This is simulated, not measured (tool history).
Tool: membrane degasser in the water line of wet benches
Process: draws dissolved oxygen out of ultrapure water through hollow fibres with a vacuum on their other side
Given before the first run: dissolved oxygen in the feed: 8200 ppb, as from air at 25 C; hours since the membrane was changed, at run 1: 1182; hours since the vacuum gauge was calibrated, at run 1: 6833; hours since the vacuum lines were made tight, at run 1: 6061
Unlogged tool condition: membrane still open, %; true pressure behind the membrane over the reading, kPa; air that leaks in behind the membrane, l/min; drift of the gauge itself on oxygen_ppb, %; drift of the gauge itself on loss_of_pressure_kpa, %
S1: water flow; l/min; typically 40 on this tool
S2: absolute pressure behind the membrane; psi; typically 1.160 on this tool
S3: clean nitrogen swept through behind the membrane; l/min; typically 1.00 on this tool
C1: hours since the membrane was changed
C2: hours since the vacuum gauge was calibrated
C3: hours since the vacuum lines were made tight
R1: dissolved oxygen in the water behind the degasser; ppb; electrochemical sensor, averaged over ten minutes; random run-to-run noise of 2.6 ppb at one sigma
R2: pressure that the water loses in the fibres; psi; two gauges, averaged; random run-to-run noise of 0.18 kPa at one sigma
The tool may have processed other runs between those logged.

run 1 hour=0.0 | S1=40 S2=1.160 S3=1.00 | C1=1182 C2=6833 C3=6061 | R1=411.3 R2=4.402
run 2 hour=59.4 | S1=40 S2=2.293 S3=1.00 | C1=1241 C2=6892 C3=6120 | R1=951.9 R2=4.482
run 3 hour=117.4 | S1=40 S2=2.293 S3=1.00 | C1=1299 C2=6950 C3=6178 | R1=951.8 R2=4.405
run 4 hour=164.3 | S1=40 S2=1.160 S3=2.05 | C1=1346 C2=6997 C3=6225 | R1=237.3 R2=4.424
run 5 hour=221.1 | S1=40 S2=1.160 S3=2.05 | C1=1403 C2=7054 C3=6282 | R1=236.2 R2=4.467
run 6 hour=273.4 | S1=40 S2=1.160 S3=1.00 | C1=1455 C2=7106 C3=6334 | R1=408.1 R2=4.476
run 7 hour=327.9 | S1=40 S2=1.160 S3=1.00 | C1=1510 C2=7161 C3=6389 | R1=410.4 R2=4.511
run 8 hour=413.5 | S1=40 S2=1.160 S3=1.00 | C1=1595 C2=7247 C3=6474 | R1=413.4 R2=4.402
run 9 hour=479.0 | S1=40 S2=1.160 S3=1.00 | C1=1661 C2=7312 C3=6540 | R1=410.8 R2=4.479
run 10 hour=524.8 | S1=40 S2=1.160 S3=1.00 | C1=1707 C2=7358 C3=6586 | R1=410.8 R2=4.474
run 11 hour=601.5 | S1=40 S2=1.160 S3=1.00 | C1=1783 C2=7434 C3=6662 | R1=406.8 R2=4.472
run 12 hour=686.3 | S1=40 S2=1.160 S3=1.00 | C1=1868 C2=7519 C3=6747 | R1=412.1 R2=4.448
run 13 hour=757.6 | S1=40 S2=1.160 S3=1.00 | C1=1939 C2=7591 C3=6818 | R1=416.2 R2=4.496
run 14 hour=824.9 | S1=40 S2=1.160 S3=1.31 | C1=2007 C2=7658 C3=6886 | R1=336.5 R2=4.474
-- hour=852.0 vacuum gauge calibrated
run 15 hour=883.9 | S1=40 S2=1.160 S3=1.31 | C1=2065 C2=32 C3=6944 | R1=326.9 R2=4.415
run 16 hour=946.0 | S1=33 S2=1.160 S3=1.31 | C1=2127 C2=94 C3=7006 | R1=267.7 R2=3.664
run 17 hour=1003.4 | S1=33 S2=1.395 S3=1.31 | C1=2185 C2=151 C3=7064 | R1=353.1 R2=3.687
run 18 hour=1054.3 | S1=33 S2=0.711 S3=1.31 | C1=2236 C2=202 C3=7115 | R1=106.6 R2=3.739
run 19 hour=1097.7 | S1=33 S2=0.711 S3=1.31 | C1=2279 C2=246 C3=7158 | R1=106.0 R2=3.723
run 20 hour=1153.3 | S1=33 S2=0.711 S3=1.31 | C1=2335 C2=301 C3=7214 | R1=105.8 R2=3.714
run 21 hour=1211.5 | S1=33 S2=0.711 S3=1.31 | C1=2393 C2=359 C3=7272 | R1=106.2 R2=3.656
run 22 hour=1265.5 | S1=51 S2=0.711 S3=0.44 | C1=2447 C2=413 C3=7326 | R1=361.0 R2=5.725
run 23 hour=1352.1 | S1=53 S2=1.288 S3=0.41 | C1=2534 C2=500 C3=7412 | R1=1027.9 R2=6.009
run 24 hour=1431.4 | S1=40 S2=1.160 S3=1.60 | C1=2613 C2=579 C3=7492 | R1=283.2 R2=4.570
run 25 hour=1491.2 | S1=39 S2=1.315 S3=1.27 | C1=2673 C2=639 C3=7552 | R1=390.2 R2=4.400
run 26 hour=1550.9 | S1=39 S2=1.315 S3=1.27 | C1=2732 C2=699 C3=7611 | R1=393.8 R2=4.411
run 27 hour=1587.0 | S1=64 S2=1.875 S3=0.70 | C1=2768 C2=735 C3=7647 | R1=1408.2 R2=7.198
run 28 hour=1638.1 | S1=64 S2=1.875 S3=1.44 | C1=2819 C2=786 C3=7698 | R1=925.6 R2=7.194
run 29 hour=1678.0 | S1=40 S2=1.111 S3=1.18 | C1=2859 C2=826 C3=7738 | R1=337.5 R2=4.531
run 30 hour=1746.7 | S1=38 S2=0.744 S3=0.80 | C1=2928 C2=895 C3=7807 | R1=204.2 R2=4.293
run 31 hour=1823.5 | S1=40 S2=0.721 S3=1.00 | C1=3005 C2=971 C3=7884 | R1=172.6 R2=4.512
run 32 hour=1897.0 | S1=57 S2=1.046 S3=0.63 | C1=3078 C2=1045 C3=7957 | R1=664.5 R2=6.485

Forecast each of these 4 alternatives for the next run:
run A hour=1948.0 | S1=57 S2=2.104 S3=1.66 | C1=3129 C2=1096 C3=8008 | R1=? R2=?
run B hour=1948.0 | S1=57 S2=2.489 S3=0.63 | C1=3129 C2=1096 C3=8008 | R1=? R2=?
run C hour=1948.0 | S1=26 S2=1.063 S3=0.59 | C1=3129 C2=1096 C3=8008 | R1=? R2=?
run D hour=1948.0 | S1=57 S2=1.046 S3=0.42 | C1=3129 C2=1096 C3=8008 | R1=? R2=?

run=A R1=832.9 R2=6.469
run=B R1=1810.3 R2=6.438
run=C R1=353.2 R2=2.957
run=D R1=806.4 R2=6.382
Without the tool's hidden state the same runs would have given:
run=A R1=816.1 R2=6.271
run=B R1=1798.0 R2=6.242
run=C R1=346.7 R2=2.867
run=D R1=786.6 R2=6.186
